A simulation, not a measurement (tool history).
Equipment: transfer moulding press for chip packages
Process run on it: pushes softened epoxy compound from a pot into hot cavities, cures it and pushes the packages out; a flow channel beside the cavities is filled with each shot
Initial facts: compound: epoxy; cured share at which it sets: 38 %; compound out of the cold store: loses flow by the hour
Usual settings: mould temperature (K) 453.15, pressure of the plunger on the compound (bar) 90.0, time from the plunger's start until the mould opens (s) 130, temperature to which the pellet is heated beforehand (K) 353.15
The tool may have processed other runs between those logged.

run	hour	mould temperature (K)	pressure of the plunger on the compound (bar)	time from the plunger's start until the mould opens (s)	temperature to which the pellet is heated beforehand (K)	incoming compound's hours out of the cold store	length that the compound runs in the flow channel (mm)	greatest force on the pins that push the packages out (N)
1	0.0	453.15	90.0	130	353.15	27.3	677	493
# hour 5.5: cavities cleaned with cleaning compound and waxed
2	8.1	453.15	90.0	130	353.15	10.9	730	265
3	14.2	453.15	84.1	130	353.15	44.7	603	273
4	23.5	457.15	90.0	130	353.15	8.1	718	280
5	32.0	457.15	90.0	130	353.15	19.1	693	305
6	41.5	457.15	90.0	130	353.15	22.2	679	332
7	49.4	457.15	90.0	130	353.15	26.4	666	354
8	57.7	457.15	90.0	130	353.15	9.0	710	372
9	64.9	453.15	90.0	130	360.15	39.2	633	439
10	70.2	453.15	90.0	130	360.15	19.2	692	464
11	78.7	453.15	90.0	130	360.15	35.1	645	470
# hour 86.7: cavities cleaned with cleaning compound and waxed
12	87.2	453.15	90.0	137	353.15	32.4	651	233
13	94.2	453.15	90.0	160	353.15	34.5	646	235
14	102.8	453.15	90.0	160	353.15	15.1	706	277
15	107.9	453.15	90.0	160	353.15	15.4	693	286
16	114.6	453.15	90.0	160	353.15	32.1	648	291
# hour 117.0: mould's thermocouples calibrated
17	121.1	455.15	85.3	143	353.15	17.8	665	343
18	130.3	453.15	90.0	158	345.15	43.1	623	345
# hour 135.4: mould's thermocouples calibrated, once more
19	139.2	458.15	90.0	154	346.15	33.1	634	331
20	147.9	458.15	90.0	154	346.15	16.6	678	353
21	151.9	451.15	99.3	154	346.15	36.3	672	393
22	161.7	451.15	75.4	146	346.15	11.2	651	435
# hour 171.8: cavities cleaned with cleaning compound and waxed
23	172.9	459.15	75.4	134	346.15	18.1	613	197
24	181.9	448.15	76.3	165	349.15	23.9	630	285
25	190.6	448.15	76.3	117	344.15	8.7	667	618
26	198.1	453.15	90.0	124	353.15	11.4	694	400
27	207.9	447.15	72.5	118	351.15	20.4	623	748
28	213.8	453.15	90.0	159	353.15	32.8	632	342
29	221.7	453.15	90.0	159	353.15	21.9	666	342

Alternative continuations, all from the tool just after run 29; predict every row:
A	227.9	453.15	90.0	156	357.15	13.0	?	?
B	227.9	457.15	90.0	121	353.15	19.6	?	?
C	227.9	453.15	104.8	159	351.15	18.2	?	?

run	length that the compound runs in the flow channel (mm)	greatest force on the pins that push the packages out (N)
A	694	382
B	659	398
C	721	363
The same runs, with their run-to-run variation unchanged, on a tool lacking any hidden condition would have given:
run	length that the compound runs in the flow channel (mm)	greatest force on the pins that push the packages out (N)
A	742	202
B	704	208
C	771	188

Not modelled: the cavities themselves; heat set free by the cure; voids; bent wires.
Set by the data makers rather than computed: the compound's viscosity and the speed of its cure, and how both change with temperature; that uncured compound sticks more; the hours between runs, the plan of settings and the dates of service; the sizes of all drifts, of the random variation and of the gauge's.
